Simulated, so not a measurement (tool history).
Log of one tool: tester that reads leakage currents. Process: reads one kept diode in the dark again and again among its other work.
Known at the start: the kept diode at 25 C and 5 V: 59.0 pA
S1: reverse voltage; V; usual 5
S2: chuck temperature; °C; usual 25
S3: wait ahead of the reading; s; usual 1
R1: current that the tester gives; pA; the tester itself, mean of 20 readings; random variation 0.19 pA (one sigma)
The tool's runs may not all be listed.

Run 1, hour 0: usual settings. Result: R1 62.68 pA.
Run 2, hour 139.8: usual settings but S2 35 °C. Result: R1 147.03 pA.
Run 3, hour 358.3: usual settings but S2 35 °C. Result: R1 148.23 pA.
Run 4, hour 497.2: usual settings but S2 35 °C. Result: R1 149.17 pA.
Run 5, hour 639.2: usual settings but S2 35 °C. Result: R1 149.21 pA.
Run 6, hour 860.9: usual settings but S1 6.2 V. Result: R1 69.95 pA.
Run 7, hour 1125: usual settings but S2 23 °C. Result: R1 54.72 pA.
At hour 1201.9: chuck's temperature calibrated.
Run 8, hour 1312: usual settings but S2 23 °C. Result: R1 53.2 pA.
Run 9, hour 1567: usual settings but S2 31 °C. Result: R1 105.51 pA.
Run 10, hour 1760.6: usual settings but S1 7.75 V. Result: R1 76.19 pA.
Run 11, hour 1905.4: usual settings but S1 7.75 V, S3 0.38 s. Result: R1 80.58 pA.
At hour 1926.6: probe card cleaned and baked.
Run 12, hour 2101.1: usual settings. Result: R1 65.49 pA.
Run 13, hour 2272.1: usual settings. Result: R1 65.79 pA.
Run 14, hour 2445.4: usual settings but S3 7.03 s. Result: R1 64.55 pA.
At hour 2551: probe card cleaned and baked, once more.
Run 15, hour 2654.7: usual settings. Result: R1 63.42 pA.
Run 16, hour 2861.8: usual settings. Result: R1 63.45 pA.
Run 17, hour 3012.2: usual settings. Result: R1 64.38 pA.
Run 18, hour 3140.9: usual settings. Result: R1 63.97 pA.
Run 19, hour 3370.8: usual settings but S3 3.84 s. Result: R1 63.34 pA.
Run 20, hour 3544.9: usual settings but S3 3.84 s. Result: R1 63.59 pA.
Run 21, hour 3668.6: usual settings but S1 2.98 V, S2 22 °C, S3 1.9 s. Result: R1 40.65 pA.
Run 22, hour 3784.7: usual settings but S1 6.13 V, S2 31 °C. Result: R1 117.63 pA.
Run 23, hour 3928.4: usual settings but S1 18.42 V, S2 31 °C. Result: R1 181.83 pA.
Run 24, hour 4045.8: usual settings but S1 1.05 V, S2 49 °C, S3 0.66 s. Result: R1 259.7 pA.
Run 25, hour 4298.6: usual settings but S2 44 °C. Result: R1 313.86 pA.
Run 26, hour 4471.1: usual settings but S1 1.32 V, S2 32 °C, S3 0.36 s. Result: R1 73.32 pA.
Run 27, hour 4692.6: usual settings but S1 1.32 V, S2 32 °C, S3 0.36 s. Result: R1 73.8 pA.
At hour 4711.8: chuck's temperature calibrated.
Run 28, hour 4929.6: usual settings but S2 57 °C, S3 1.13 s. Result: R1 807.97 pA.
Run 29, hour 5109.5: usual settings but S1 6.43 V, S2 41 °C. Result: R1 261.55 pA.
Run 30, hour 5343.6: usual settings but S1 5.53 V, S2 42 °C, S3 0.34 s. Result: R1 272.79 pA.
Run 31, hour 5534.2: usual settings but S1 5.53 V, S2 42 °C, S3 0.34 s. Result: R1 273.68 pA.
Run 32, hour 5760.7: usual settings but S1 5.53 V, S2 42 °C, S3 1.18 s. Result: R1 270.45 pA.
Run 33, hour 5912.1: usual settings but S1 16.12 V, S2 34 °C, S3 2.08 s. Result: R1 214.85 pA.
Run 34, hour 6094.7: usual settings but S1 1.01 V, S2 54 °C, S3 4.63 s. Result: R1 365.64 pA.
Run 35, hour 6313.6: usual settings but S1 6.71 V, S3 0.75 s. Result: R1 75.26 pA.
Run 36, hour 6445.1: usual settings but S1 12.13 V, S2 37 °C. Result: R1 250.5 pA.
Run 37, hour 6651.2: usual settings but S1 4.43 V, S2 22 °C, S3 1.79 s. Result: R1 48.63 pA.
At hour 6789: probe card cleaned and baked.
Run 38, hour 6813.9: usual settings but S1 5.9 V, S3 1.75 s. Result: R1 66.48 pA.
Run 39, hour 6936: usual settings but S1 1.21 V, S2 40 °C, S3 2.95 s. Result: R1 132 pA.

Hidden state or all else? Some run-to-run changes of R1, split into what the settings, what came in and random variation would give without the hidden state, and what is left for the hidden state (with any gauge scatter that isn't in both results):
The hidden state here: stray current of the dirty probe card, pA a volt; current scale over the true one, %; true chuck temperature over the reading, C; drift of the gauge itself on leakage_pa, %.
Run 25 -> 26: S1 5 -> 1.32, S2 44 -> 32, S3 1 -> 0.36. R1 -240.54 pA: hidden state -14.27, all else -226.27.
Run 27 -> 28: S1 1.32 -> 5, S2 32 -> 57, S3 0.36 -> 1.13, chuck's temperature calibrated. R1 +734.17 pA: hidden state +3.9, all else +730.27.
Run 28 -> 29: S1 5 -> 6.43, S2 57 -> 41, S3 1.13 -> 1. R1 -546.42 pA: hidden state -3.44, all else -542.98.
Run 34 -> 35: S1 1.01 -> 6.71, S2 54 -> 25, S3 4.63 -> 0.75. R1 -290.38 pA: hidden state -3.07, all else -287.31.
Run 35 -> 36: S1 6.71 -> 12.13, S2 25 -> 37, S3 0.75 -> 1. R1 +175.24 pA: hidden state +9.05, all else +166.19.
Run 36 -> 37: S1 12.13 -> 4.43, S2 37 -> 22, S3 1 -> 1.79. R1 -201.87 pA: hidden state -10.73, all else -191.14.
